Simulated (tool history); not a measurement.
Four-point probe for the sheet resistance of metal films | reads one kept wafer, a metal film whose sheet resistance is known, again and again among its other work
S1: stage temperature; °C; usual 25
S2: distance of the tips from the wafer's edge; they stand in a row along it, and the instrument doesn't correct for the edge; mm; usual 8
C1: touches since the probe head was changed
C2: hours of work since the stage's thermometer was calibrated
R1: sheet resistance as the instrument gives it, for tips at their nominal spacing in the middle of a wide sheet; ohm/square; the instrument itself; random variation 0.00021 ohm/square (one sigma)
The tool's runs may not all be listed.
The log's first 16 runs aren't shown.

Run 17, hour 505.4: usual settings; C1 16021; C2 566. Result: R1 1.023363 ohm/square.
Run 18, hour 525.0: usual settings but S1 34 °C, S2 4 mm; C1 16413; C2 580. Result: R1 1.019892 ohm/square.
Run 19, hour 558.6: usual settings but S1 26 °C, S2 4 mm; C1 17087; C2 605. Result: R1 1.032526 ohm/square.
Run 20, hour 578.3: usual settings but S1 24 °C, S2 58 mm; C1 17481; C2 620. Result: R1 1.022283 ohm/square.
Run 21, hour 605.0: usual settings but S1 20 °C, S2 28 mm; C1 18017; C2 640. Result: R1 1.028743 ohm/square.
Run 22, hour 627.0: usual settings but S1 18 °C, S2 17 mm; C1 18457; C2 656. Result: R1 1.032466 ohm/square.
Run 23, hour 657.6: usual settings but S2 50 mm; C1 19069; C2 679. Result: R1 1.020286 ohm/square.
Run 24, hour 691.3: usual settings but S1 18 °C, S2 19 mm; C1 19745; C2 704. Result: R1 1.032385 ohm/square.
Run 25, hour 728.8: usual settings but S1 28 °C, S2 41 mm; C1 20496; C2 732. Result: R1 1.015880 ohm/square.
Run 26, hour 766.3: usual settings but S1 28 °C, S2 41 mm; C1 21247; C2 759. Result: R1 1.015853 ohm/square.

Forecast run 27:
Run 27, hour 800.5: usual settings but S1 28 °C, S2 41 mm; C1 21932; C2 785. Result: R1 ?.

Run 27 gave R1 1.016092 ohm/square.
Without the tool's hidden state the same run would have given R1 1.017321 ohm/square.
